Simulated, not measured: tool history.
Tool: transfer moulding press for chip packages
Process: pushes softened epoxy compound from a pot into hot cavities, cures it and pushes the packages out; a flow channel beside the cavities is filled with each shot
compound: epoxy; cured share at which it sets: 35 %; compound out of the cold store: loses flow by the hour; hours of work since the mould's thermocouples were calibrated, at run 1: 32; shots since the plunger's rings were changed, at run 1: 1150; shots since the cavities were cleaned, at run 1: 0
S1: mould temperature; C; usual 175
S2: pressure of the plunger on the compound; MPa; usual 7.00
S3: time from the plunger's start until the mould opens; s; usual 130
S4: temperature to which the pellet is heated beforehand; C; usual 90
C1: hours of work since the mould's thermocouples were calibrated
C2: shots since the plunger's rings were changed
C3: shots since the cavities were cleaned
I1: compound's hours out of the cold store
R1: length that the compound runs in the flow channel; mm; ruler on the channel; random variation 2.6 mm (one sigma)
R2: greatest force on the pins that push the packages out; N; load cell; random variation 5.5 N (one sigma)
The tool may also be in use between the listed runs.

Run 1, hour 0.0: usual settings; C1 32; C2 1150; C3 0; I1 25.7. Result: R1 594 mm, R2 188 N.
Run 2, hour 81.3: usual settings but S4 100 C; C1 95; C2 2039; C3 889; I1 29.3. Result: R1 581 mm, R2 185 N.
At hour 87.1: cavities cleaned with cleaning compound and waxed.
Run 3, hour 159.1: usual settings but S4 100 C; C1 153; C2 2872; C3 787; I1 21.6. Result: R1 605 mm, R2 186 N.
At hour 177.4: cavities cleaned with cleaning compound and waxed.
Run 4, hour 194.2: usual settings but S4 100 C; C1 179; C2 3240; C3 184; I1 22.6. Result: R1 607 mm, R2 187 N.
Run 5, hour 257.4: usual settings; C1 228; C2 3930; C3 874; I1 35.1. Result: R1 567 mm, R2 196 N.
At hour 265.7: cavities cleaned with cleaning compound and waxed.
At hour 325.2: plunger's sealing rings changed.
Run 6, hour 325.2: usual settings but S4 99 C; C1 277; C2 0; C3 622; I1 17.4. Result: R1 621 mm, R2 198 N.
At hour 355.2: cavities cleaned with cleaning compound and waxed.
Run 7, hour 395.8: usual settings but S2 6.54 MPa, S4 99 C; C1 330; C2 755; C3 443; I1 20.3. Result: R1 592 mm, R2 181 N.
At hour 401.4: mould's thermocouples calibrated.
Run 8, hour 439.9: usual settings but S2 6.54 MPa, S4 99 C; C1 30; C2 1215; C3 903; I1 24.5. Result: R1 581 mm, R2 196 N.
At hour 445.6: cavities cleaned with cleaning compound and waxed.
Run 9, hour 519.7: usual settings but S2 6.54 MPa, S4 99 C; C1 90; C2 2071; C3 810; I1 37.6. Result: R1 540 mm, R2 189 N.
At hour 536.8: cavities cleaned with cleaning compound and waxed.
Run 10, hour 558.6: usual settings but S3 115 s; C1 119; C2 2480; C3 239; I1 17.3. Result: R1 620 mm, R2 204 N.
Run 11, hour 605.1: usual settings but S3 115 s; C1 154; C2 2988; C3 747; I1 30.3. Result: R1 580 mm, R2 192 N.
At hour 626.1: cavities cleaned with cleaning compound and waxed.
Run 12, hour 661.9: usual settings but S1 176 C, S3 115 s; C1 197; C2 3591; C3 391; I1 11.7. Result: R1 638 mm, R2 193 N.
At hour 713.2: cavities cleaned with cleaning compound and waxed.
Run 13, hour 714.6: usual settings but S4 89 C; C1 236; C2 4151; C3 15; I1 26.7. Result: R1 587 mm, R2 180 N.
At hour 760.2: plunger's sealing rings changed.
Run 14, hour 765.9: usual settings but S1 182 C, S2 6.02 MPa, S3 142 s, S4 85 C; C1 274; C2 63; C3 549; I1 43.5. Result: R1 482 mm, R2 182 N.
Run 15, hour 800.1: usual settings but S1 182 C, S2 6.02 MPa, S3 142 s, S4 85 C; C1 300; C2 436; C3 922; I1 37.2. Result: R1 501 mm, R2 181 N.
At hour 808.8: cavities cleaned with cleaning compound and waxed.
At hour 846.2: mould's thermocouples calibrated.
Run 16, hour 864.9: usual settings but S3 112 s; C1 14; C2 1106; C3 592; I1 40.7. Result: R1 545 mm, R2 194 N.
At hour 897.4: cavities cleaned with cleaning compound and waxed.
Run 17, hour 918.5: usual settings but S2 6.98 MPa, S3 158 s; C1 54; C2 1675; C3 230; I1 27.3. Result: R1 589 mm, R2 185 N.
Run 18, hour 972.5: usual settings but S1 178 C, S4 82 C; C1 96; C2 2264; C3 819; I1 46.7. Result: R1 523 mm, R2 187 N.
At hour 987.1: cavities cleaned with cleaning compound and waxed.
Run 19, hour 1034.1: usual settings but S1 178 C, S4 82 C; C1 142; C2 2922; C3 515; I1 8.4. Result: R1 643 mm, R2 188 N.
Run 20, hour 1067.7: usual settings but S1 178 C, S4 82 C; C1 168; C2 3289; C3 882; I1 9.9. Result: R1 638 mm, R2 193 N.
At hour 1074.4: cavities cleaned with cleaning compound and waxed.
Run 21, hour 1150.0: usual settings but S2 5.84 MPa, S3 134 s, S4 97 C; C1 230; C2 4171; C3 826; I1 41.3. Result: R1 497 mm, R2 188 N.
At hour 1162.4: cavities cleaned with cleaning compound and waxed.
At hour 1195.0: plunger's sealing rings changed.
Run 22, hour 1229.0: usual settings but S2 7.12 MPa, S4 97 C; C1 288; C2 371; C3 700; I1 22.1. Result: R1 613 mm, R2 186 N.
At hour 1255.4: cavities cleaned with cleaning compound and waxed.
At hour 1288.4: mould's thermocouples calibrated.
Run 23, hour 1300.4: usual settings but S1 181 C, S3 158 s; C1 9; C2 1113; C3 469; I1 14.6. Result: R1 611 mm, R2 174 N.
At hour 1348.3: cavities cleaned with cleaning compound and waxed.
Run 24, hour 1363.8: usual settings but S1 181 C, S3 148 s; C1 57; C2 1790; C3 170; I1 9.7. Result: R1 633 mm, R2 179 N.
Run 25, hour 1432.7: usual settings but S1 181 C, S2 7.13 MPa, S3 148 s, S4 84 C; C1 110; C2 2543; C3 923; I1 45.9. Result: R1 523 mm, R2 182 N.

Forecast each of these 4 alternatives for the next run:
At hour 1441.0: cavities cleaned with cleaning compound and waxed.
Run A, hour 1497.8: usual settings but S1 181 C, S3 115 s, S4 82 C; C1 159; C2 3238; C3 622; I1 18.8. Result: R1 ?, R2 ?.
At hour 1441.0: cavities cleaned with cleaning compound and waxed.
Run B, hour 1497.8: usual settings but S3 111 s; C1 159; C2 3238; C3 622; I1 35.9. Result: R1 ?, R2 ?.
At hour 1441.0: cavities cleaned with cleaning compound and waxed.
Run C, hour 1497.8: usual settings but S1 174 C, S2 7.13 MPa, S3 148 s, S4 84 C; C1 159; C2 3238; C3 622; I1 9.5. Result: R1 ?, R2 ?.
At hour 1441.0: cavities cleaned with cleaning compound and waxed.
Run D, hour 1497.8: usual settings but S2 7.86 MPa, S3 149 s; C1 159; C2 3238; C3 622; I1 22.9. Result: R1 ?, R2 ?.

run   R1   R2
  A  602  188
  B  563  213
  C  665  179
  D  640  178
Without the tool's hidden state the same runs would have given:
run   R1   R2
  A  603  184
  B  563  209
  C  666  175
  D  641  175
